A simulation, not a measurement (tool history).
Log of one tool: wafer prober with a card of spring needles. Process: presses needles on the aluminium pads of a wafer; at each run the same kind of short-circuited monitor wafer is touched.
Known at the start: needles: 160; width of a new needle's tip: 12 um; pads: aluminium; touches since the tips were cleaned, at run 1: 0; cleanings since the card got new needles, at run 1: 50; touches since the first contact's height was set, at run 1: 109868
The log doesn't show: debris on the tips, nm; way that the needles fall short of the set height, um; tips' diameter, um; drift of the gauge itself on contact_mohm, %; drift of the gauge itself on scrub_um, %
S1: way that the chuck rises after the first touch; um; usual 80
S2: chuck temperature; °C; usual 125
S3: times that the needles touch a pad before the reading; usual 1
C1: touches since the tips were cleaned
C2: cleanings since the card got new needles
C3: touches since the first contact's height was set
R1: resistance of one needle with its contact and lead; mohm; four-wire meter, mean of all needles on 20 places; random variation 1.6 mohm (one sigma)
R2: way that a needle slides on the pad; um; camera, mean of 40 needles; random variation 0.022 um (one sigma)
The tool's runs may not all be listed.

run	hour	S1	S2	S3	C1	C2	C3	R1	R2
1	0	80	125	1	0	50	109868	159	9.79
# hour 17.8: tips cleaned on abrasive film
2	20.4	80	125	1	979	51	117606	161	9.8
# hour 35.3: tips cleaned on abrasive film
3	38.8	80	125	3	1330	52	124553	156	9.82
# hour 53.6: tips cleaned on abrasive film
# hour 57.2: height of the first contact set anew
4	60.2	80	28	1	2409	53	1138	143	9.8
# hour 71: tips cleaned on abrasive film
5	80.7	80	125	1	3682	54	8908	158	9.78
# hour 89.1: tips cleaned on abrasive film
6	103.8	80	125	1	5624	55	17681	160	9.81
# hour 106.5: tips cleaned on abrasive film
# hour 123.6: tips cleaned on abrasive film
7	123.6	80	125	1	0	57	25141	158	9.76
8	137.3	80	125	1	5205	57	30346	158	9.82
# hour 140.9: tips cleaned on abrasive film
9	156.5	89	107	3	5946	58	37614	154	10.89
# hour 158.6: tips cleaned on abrasive film
# hour 175.8: tips cleaned on abrasive film
10	175.8	73	59	2	0	60	44900	146	8.93
# hour 192.8: tips cleaned on abrasive film
11	201.6	99	62	1	3352	61	54682	147	12.14
# hour 210.5: tips cleaned on abrasive film
12	223	71	100	2	4737	62	62770	156	8.67
# hour 228.2: tips cleaned on abrasive film
13	234.4	87	103	2	2386	63	67107	154	10.66
# hour 245.7: tips cleaned on abrasive film
14	245.7	80	125	1	0	64	71357	161	9.77

Run 15 comes next. What will it give?
# hour 262.6: tips cleaned on abrasive film
15	271.2	94	125	1	3301	65	81043	?	?

{"run 15": {"R1": 157, "R2": 11.51}}
Without the tool's hidden state the same run would have given R1 156 mohm, R2 11.51 um.

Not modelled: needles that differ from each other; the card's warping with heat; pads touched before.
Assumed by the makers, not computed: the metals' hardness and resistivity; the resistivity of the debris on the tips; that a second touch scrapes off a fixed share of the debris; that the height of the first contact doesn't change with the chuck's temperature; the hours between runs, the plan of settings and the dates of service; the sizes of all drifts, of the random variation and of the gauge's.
